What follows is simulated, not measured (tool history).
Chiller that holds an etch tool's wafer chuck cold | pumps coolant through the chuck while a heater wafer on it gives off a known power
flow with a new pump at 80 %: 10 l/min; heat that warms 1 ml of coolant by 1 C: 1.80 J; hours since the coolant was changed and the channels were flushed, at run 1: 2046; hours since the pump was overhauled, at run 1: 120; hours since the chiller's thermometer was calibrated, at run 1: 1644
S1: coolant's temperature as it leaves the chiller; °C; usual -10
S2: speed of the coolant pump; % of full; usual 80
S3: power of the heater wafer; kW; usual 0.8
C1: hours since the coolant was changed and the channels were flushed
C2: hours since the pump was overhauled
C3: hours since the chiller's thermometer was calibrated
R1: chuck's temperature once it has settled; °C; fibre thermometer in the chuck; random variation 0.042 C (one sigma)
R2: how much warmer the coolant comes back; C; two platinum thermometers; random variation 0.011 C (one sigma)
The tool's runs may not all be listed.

run	hour	S1	S2	S3	C1	C2	C3	R1	R2
1	0	-10	80	0.8	2046	120	1644	-1.15	2.67
2	22.4	-10	80	0.8	2068	142	1667	-1.19	2.68
3	47.8	-10	76	0.8	2094	168	1692	-0.81	2.84
4	69	-10	76	0.8	2115	189	1713	-0.79	2.83
5	99.3	-10	76	0.8	2145	219	1744	-0.7	2.84
6	134.1	-10	76	0.8	2180	254	1778	-0.78	2.86
7	183.2	-10	76	0.8	2229	303	1827	-0.78	2.85
8	233.3	-10	90	0.8	2279	353	1877	-1.83	2.36
9	262.6	-10	90	0.782	2308	382	1907	-2.07	2.33
10	306.3	-11	90	0.782	2352	426	1950	-3.02	2.33
11	353.3	-11	90	0.782	2399	473	1998	-3.03	2.3
# hour 356.8: chiller's thermometer calibrated
12	379.6	-11	90	0.782	2424	498	23	-2.96	2.29
13	429.8	-1	60	0.457	2475	549	73	5.48	2.13
14	473.7	-3	79	0.697	2518	592	117	4.95	2.37
# hour 498.5: chiller's thermometer calibrated, once more
15	501.5	-9	86	0.871	2545	619	3	0.08	2.7
16	544.4	-18	70	1.093	2588	662	46	-4.54	4.29
17	582.1	-19	87	0.8	2626	700	84	-10.67	2.47
18	631.6	-10	77	0.515	2675	749	133	-4.08	1.8
19	652.4	-10	77	0.515	2696	770	154	-4.13	1.84
20	692.5	-17	71	1.118	2736	810	194	-3.34	4.3
21	727.2	-9	80	0.8	2771	845	229	-0.06	2.72
22	758.5	-9	80	0.8	2802	876	260	-0.08	2.69
23	803.7	-9	80	0.8	2847	921	305	-0.07	2.7

5 ways to go on from here, each from the tool as it stands after run 23. What would each give?
A	852.3	-9	71	0.8	2896	970	354	?	?
B	852.3	-14	98	0.935	2896	970	354	?	?
C	852.3	-18	64	1.133	2896	970	354	?	?
D	852.3	-10	67	0.863	2896	970	354	?	?
E	852.3	-16	80	0.8	2896	970	354	?	?

run	R1	R2
A	0.83	3.1
B	-5.04	2.52
C	-3	4.91
D	1.09	3.55
E	-7.06	2.73
Without the tool's hidden state the same runs would have given:
run	R1	R2
A	0.29	3.05
B	-5.54	2.47
C	-3.81	4.82
D	0.49	3.49
E	-7.56	2.68
